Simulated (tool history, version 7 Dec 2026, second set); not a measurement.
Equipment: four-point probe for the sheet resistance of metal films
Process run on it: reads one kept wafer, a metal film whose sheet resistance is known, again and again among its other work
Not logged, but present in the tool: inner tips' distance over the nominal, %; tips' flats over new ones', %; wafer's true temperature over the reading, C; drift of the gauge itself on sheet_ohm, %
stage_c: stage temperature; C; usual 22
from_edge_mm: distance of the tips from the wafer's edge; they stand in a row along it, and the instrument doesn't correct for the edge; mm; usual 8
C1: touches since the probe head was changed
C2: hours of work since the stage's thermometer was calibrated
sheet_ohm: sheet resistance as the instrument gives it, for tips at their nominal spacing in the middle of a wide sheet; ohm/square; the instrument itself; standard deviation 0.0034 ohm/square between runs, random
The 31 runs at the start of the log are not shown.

run 32 hour=2947.2 | stage_c=18 from_edge_mm=3 | C1=40841 C2=964 | sheet_ohm=17.538547
run 33 hour=3086.2 | stage_c=18 from_edge_mm=10 | C1=46040 C2=1074 | sheet_ohm=17.317870
run 34 hour=3212.3 | stage_c=21 from_edge_mm=52 | C1=50760 C2=1173 | sheet_ohm=17.251906
run 35 hour=3279.5 | stage_c=31 from_edge_mm=6 | C1=53274 C2=1227 | sheet_ohm=17.137531
run 36 hour=3364.9 | stage_c=25 from_edge_mm=3 | C1=56470 C2=1294 | sheet_ohm=17.444936
run 37 hour=3487.0 | stage_c=32 from_edge_mm=16 | C1=61039 C2=1391 | sheet_ohm=17.085831
run 38 hour=3555.9 | stage_c=18 from_edge_mm=19 | C1=63619 C2=1445 | sheet_ohm=17.333321
run 39 hour=3682.5 | stage_c=32 from_edge_mm=9 | C1=68354 C2=1545 | sheet_ohm=17.116287
run 40 hour=3758.1 | stage_c=32 from_edge_mm=9 | C1=71186 C2=1605 | sheet_ohm=17.122854
run 41 hour=3834.6 | stage_c=21 from_edge_mm=8 | C1=74047 C2=1666 | sheet_ohm=17.337930
run 42 hour=3963.8 | stage_c=20 from_edge_mm=19 | C1=78880 C2=1768 | sheet_ohm=17.329158
run 43 hour=4037.5 | stage_c=19 from_edge_mm=5 | C1=81640 C2=1826 | sheet_ohm=17.448458
run 44 hour=4144.3 | stage_c=22 from_edge_mm=17 | C1=85635 C2=1910 | sheet_ohm=17.309399

Here are 4 independent what-if runs from the current tool condition. What would each one return?
run A hour=4222.4 | stage_c=26 from_edge_mm=65 | C1=88557 C2=1972 | sheet_ohm=?
run B hour=4222.4 | stage_c=31 from_edge_mm=15 | C1=88557 C2=1972 | sheet_ohm=?
run C hour=4222.4 | stage_c=20 from_edge_mm=17 | C1=88557 C2=1972 | sheet_ohm=?
run D hour=4222.4 | stage_c=25 from_edge_mm=17 | C1=88557 C2=1972 | sheet_ohm=?

run=A sheet_ohm=17.236322
run=B sheet_ohm=17.156546
run=C sheet_ohm=17.357931
run=D sheet_ohm=17.264025
What these runs would have given with no unlogged condition in the tool:
run=A sheet_ohm=17.042002
run=B sheet_ohm=16.963359
run=C sheet_ohm=17.161963
run=D sheet_ohm=17.069352

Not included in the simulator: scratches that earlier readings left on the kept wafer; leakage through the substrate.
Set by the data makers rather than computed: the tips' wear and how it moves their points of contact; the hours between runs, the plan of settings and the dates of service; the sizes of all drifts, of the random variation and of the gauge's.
